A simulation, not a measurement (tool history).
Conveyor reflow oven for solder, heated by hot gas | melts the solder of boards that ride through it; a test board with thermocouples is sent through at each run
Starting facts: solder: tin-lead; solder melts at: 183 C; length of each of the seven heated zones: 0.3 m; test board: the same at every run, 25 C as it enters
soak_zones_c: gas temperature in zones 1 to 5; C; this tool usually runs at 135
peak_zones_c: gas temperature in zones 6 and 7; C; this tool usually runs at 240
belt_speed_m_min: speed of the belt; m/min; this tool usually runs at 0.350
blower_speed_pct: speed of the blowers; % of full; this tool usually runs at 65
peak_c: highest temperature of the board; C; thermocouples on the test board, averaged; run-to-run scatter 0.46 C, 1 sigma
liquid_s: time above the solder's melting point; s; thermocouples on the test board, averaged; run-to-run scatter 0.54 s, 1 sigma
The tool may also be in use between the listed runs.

Run 1, hour 0.0: usual settings. Result: peak_c 220.8 C, liquid_s 79.1 s.
Run 2, hour 16.3: usual settings. Result: peak_c 220.6 C, liquid_s 78.8 s.
Run 3, hour 24.2: usual settings. Result: peak_c 219.9 C, liquid_s 78.7 s.
Run 4, hour 31.7: usual settings but blower_speed_pct 62 % of full. Result: peak_c 219.4 C, liquid_s 78.5 s.
Run 5, hour 50.2: usual settings but blower_speed_pct 62 % of full. Result: peak_c 219.7 C, liquid_s 77.6 s.
Run 6, hour 67.2: usual settings but blower_speed_pct 62 % of full. Result: peak_c 219.4 C, liquid_s 78.6 s.
Run 7, hour 74.9: usual settings but blower_speed_pct 62 % of full. Result: peak_c 218.9 C, liquid_s 77.6 s.
Run 8, hour 92.1: usual settings. Result: peak_c 220.4 C, liquid_s 78.6 s.
Run 9, hour 107.8: usual settings but blower_speed_pct 62 % of full. Result: peak_c 218.8 C, liquid_s 77.7 s.
Run 10, hour 123.9: usual settings but blower_speed_pct 62 % of full. Result: peak_c 218.9 C, liquid_s 77.4 s.
Run 11, hour 141.4: usual settings but soak_zones_c 140 C, peak_zones_c 244 C, belt_speed_m_min 0.361 m/min, blower_speed_pct 56 % of full. Result: peak_c 220.7 C, liquid_s 79.3 s.
Run 12, hour 155.0: usual settings but soak_zones_c 140 C, peak_zones_c 244 C, belt_speed_m_min 0.361 m/min, blower_speed_pct 56 % of full. Result: peak_c 220.4 C, liquid_s 78.1 s.
Run 13, hour 163.9: usual settings but soak_zones_c 140 C, peak_zones_c 245 C, belt_speed_m_min 0.293 m/min, blower_speed_pct 56 % of full. Result: peak_c 228.7 C, liquid_s 107.5 s.
Run 14, hour 176.6: usual settings but soak_zones_c 140 C, peak_zones_c 245 C, belt_speed_m_min 0.293 m/min, blower_speed_pct 56 % of full. Result: peak_c 229.1 C, liquid_s 106.3 s.
Run 15, hour 188.3: usual settings but peak_zones_c 235 C, blower_speed_pct 85 % of full. Result: peak_c 218.1 C, liquid_s 77.7 s.
Run 16, hour 205.7: usual settings but soak_zones_c 137 C, peak_zones_c 239 C, belt_speed_m_min 0.377 m/min. Result: peak_c 216.0 C, liquid_s 68.8 s.
Run 17, hour 215.7: usual settings but belt_speed_m_min 0.378 m/min, blower_speed_pct 74 % of full. Result: peak_c 217.9 C, liquid_s 70.5 s.

Forecast each of these 5 alternatives for the next run:
Run A, hour 227.0: usual settings but belt_speed_m_min 0.378 m/min, blower_speed_pct 72 % of full. Result: peak_c ?, liquid_s ?.
Run B, hour 227.0: usual settings but soak_zones_c 125 C, belt_speed_m_min 0.299 m/min, blower_speed_pct 55 % of full. Result: peak_c ?, liquid_s ?.
Run C, hour 227.0: usual settings but soak_zones_c 121 C. Result: peak_c ?, liquid_s ?.
Run D, hour 227.0: usual settings but belt_speed_m_min 0.378 m/min, blower_speed_pct 74 % of full. Result: peak_c ?, liquid_s ?.
Run E, hour 227.0: usual settings but peak_zones_c 229 C, belt_speed_m_min 0.337 m/min, blower_speed_pct 50 % of full. Result: peak_c ?, liquid_s ?.

run  peak_c  liquid_s
  A   216.8      69.8
  B   220.8      88.1
  C   216.1      69.1
  D   217.7      70.1
  E   207.9      66.4
Without the tool's hidden state the same runs would have given:
run  peak_c  liquid_s
  A   222.8      75.7
  B   225.9      93.8
  C   222.2      76.0
  D   223.8      75.9
  E   212.7      73.8
